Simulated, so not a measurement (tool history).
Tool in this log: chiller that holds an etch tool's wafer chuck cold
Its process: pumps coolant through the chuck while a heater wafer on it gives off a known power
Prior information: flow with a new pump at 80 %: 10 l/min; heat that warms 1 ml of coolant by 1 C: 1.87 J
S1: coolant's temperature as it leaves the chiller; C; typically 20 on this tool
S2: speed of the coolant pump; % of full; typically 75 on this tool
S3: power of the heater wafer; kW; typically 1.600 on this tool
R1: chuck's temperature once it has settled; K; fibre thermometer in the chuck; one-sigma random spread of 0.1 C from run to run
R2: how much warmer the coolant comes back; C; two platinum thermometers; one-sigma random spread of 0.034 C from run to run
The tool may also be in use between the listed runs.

Run 1, hour 0.0: usual settings. Result: R1 304.95 K, R2 5.55 C.
Run 2, hour 48.9: usual settings. Result: R1 304.95 K, R2 5.48 C.
Run 3, hour 142.2: usual settings but S2 70 % of full. Result: R1 305.55 K, R2 5.99 C.
Run 4, hour 202.9: usual settings but S1 25 C. Result: R1 309.95 K, R2 5.55 C.
Run 5, hour 263.2: usual settings but S1 25 C. Result: R1 309.85 K, R2 5.58 C.
Run 6, hour 315.6: usual settings but S1 25 C, S3 2.308 kW. Result: R1 315.15 K, R2 7.99 C.
Run 7, hour 402.9: usual settings but S1 26 C. Result: R1 310.85 K, R2 5.58 C.
Run 8, hour 450.2: usual settings but S1 26 C. Result: R1 310.95 K, R2 5.58 C.
Run 9, hour 534.5: usual settings but S1 26 C, S3 1.346 kW. Result: R1 309.05 K, R2 4.80 C.
Run 10, hour 614.1: usual settings but S1 26 C, S3 1.346 kW. Result: R1 309.05 K, R2 4.77 C.
Run 11, hour 699.6: usual settings but S1 26 C, S3 1.346 kW. Result: R1 308.95 K, R2 4.75 C.
Run 12, hour 763.0: usual settings. Result: R1 305.05 K, R2 5.73 C.
Run 13, hour 821.0: usual settings. Result: R1 304.95 K, R2 5.72 C.
Run 14, hour 880.7: usual settings but S1 19 C. Result: R1 303.75 K, R2 5.69 C.
Run 15, hour 957.1: usual settings but S1 26 C, S2 100 % of full, S3 2.083 kW. Result: R1 311.05 K, R2 5.46 C.
Run 16, hour 1014.7: usual settings but S1 26 C, S2 100 % of full, S3 0.852 kW. Result: R1 304.15 K, R2 2.40 C.
Run 17, hour 1063.9: usual settings but S1 26 C, S2 100 % of full, S3 0.852 kW. Result: R1 304.05 K, R2 2.41 C.
Run 18, hour 1122.7: usual settings but S1 26 C, S2 100 % of full, S3 0.852 kW. Result: R1 304.05 K, R2 2.45 C.
Run 19, hour 1160.2: usual settings but S1 26 C, S2 100 % of full, S3 0.852 kW. Result: R1 304.05 K, R2 2.44 C.
Run 20, hour 1211.7: usual settings but S1 26 C, S2 100 % of full, S3 0.852 kW. Result: R1 303.95 K, R2 2.47 C.
Run 21, hour 1267.1: usual settings but S1 26 C, S2 100 % of full, S3 0.852 kW. Result: R1 304.15 K, R2 2.48 C.
Run 22, hour 1320.5: usual settings but S1 28 C, S3 1.374 kW. Result: R1 311.15 K, R2 5.01 C.
Run 23, hour 1389.4: usual settings but S1 11 C, S2 78 % of full. Result: R1 295.55 K, R2 5.60 C.
Run 24, hour 1480.4: usual settings but S1 11 C, S2 95 % of full, S3 1.462 kW. Result: R1 292.95 K, R2 4.24 C.
Run 25, hour 1536.3: usual settings but S1 11 C, S2 95 % of full, S3 1.462 kW. Result: R1 292.95 K, R2 4.29 C.

Consider 3 possible next runs. They are alternatives, not a sequence: every one starts from the tool as it was left by run 25. What does each give?
Run A, hour 1579.6: usual settings but S1 28 C. Result: R1 ?, R2 ?.
Run B, hour 1579.6: usual settings but S1 16 C, S2 99 % of full, S3 1.462 kW. Result: R1 ?, R2 ?.
Run C, hour 1579.6: usual settings but S1 11 C, S2 95 % of full, S3 1.391 kW. Result: R1 ?, R2 ?.

run      R1    R2
  A  312.85  5.87
  B  297.45  4.05
  C  292.35  4.04
With the hidden condition removed and each run's random variation left untouched, the same runs would have given:
run      R1    R2
  A  312.85  5.49
  B  297.45  3.67
  C  292.35  3.66

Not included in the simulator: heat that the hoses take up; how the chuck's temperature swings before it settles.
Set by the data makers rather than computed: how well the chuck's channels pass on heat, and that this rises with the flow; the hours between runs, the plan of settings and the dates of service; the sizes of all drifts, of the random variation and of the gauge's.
